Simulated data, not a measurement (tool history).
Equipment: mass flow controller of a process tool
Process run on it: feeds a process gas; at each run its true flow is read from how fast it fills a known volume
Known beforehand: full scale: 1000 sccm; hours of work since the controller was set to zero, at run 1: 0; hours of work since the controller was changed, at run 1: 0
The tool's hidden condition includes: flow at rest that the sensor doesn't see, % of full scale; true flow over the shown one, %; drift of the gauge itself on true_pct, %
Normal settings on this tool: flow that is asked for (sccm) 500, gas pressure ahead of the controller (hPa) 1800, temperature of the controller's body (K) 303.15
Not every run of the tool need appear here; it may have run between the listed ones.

run	hour	flow that is asked for (sccm)	gas pressure ahead of the controller (hPa)	temperature of the controller's body (K)	hours of work since the controller was set to zero	hours of work since the controller was changed	true flow (%)
1	0	500	1800	303.15	0	0	99.22
2	52.3	500	1800	303.15	18	18	99.25
3	152.7	500	1800	303.15	53	53	99.39
4	228.8	500	1800	303.15	79	79	99.32
5	294.8	500	1800	303.15	102	102	99.37
6	373.8	103	1800	303.15	129	129	99.15
7	435	500	1800	303.15	150	150	99.29
8	503.5	500	1820	303.15	173	173	99.27
9	557.5	500	1800	303.15	192	192	99.38
10	617.1	500	1800	303.15	213	213	99.19
11	686.6	277	1800	303.15	237	237	99.18
12	784.3	277	1800	303.15	270	270	99.2
13	838.4	277	1800	303.15	289	289	99.16
14	932.9	277	1800	303.15	321	321	99.22
15	1006.1	114	1800	303.15	347	347	99.17
16	1100.3	156	2190	303.15	379	379	99.28
17	1197.9	286	2610	300.15	413	413	99.79
18	1275.7	286	2610	300.15	440	440	99.86
19	1353.9	500	1800	299.15	467	467	99.57
20	1446.3	460	1800	303.15	498	498	99.24
21	1495	460	1800	303.15	515	515	99.33
22	1570	769	1800	303.15	541	541	99.33
23	1624.2	769	1800	303.15	560	560	99.59
24	1680.6	769	1800	303.15	579	579	99.48
25	1780.4	769	1800	303.15	613	613	99.45
26	1841.9	121	2090	300.15	635	635	99.45
27	1898.4	181	2660	306.15	654	654	99.3
28	1986.9	232	1500	303.15	685	685	99.12
29	2072	500	2640	305.15	714	714	99.42

3 options for the next run, each taken on its own from the tool as it stands now. Forecast them:
A	2173.4	234	1420	294.15	749	749	?
B	2173.4	649	2770	305.15	749	749	?
C	2173.4	500	2060	301.15	749	749	?

run	true flow (%)
A	99.62
B	99.5
C	99.56
Without the tool's hidden state the same runs would have given:
run	true flow (%)
A	99.61
B	99.49
C	99.55
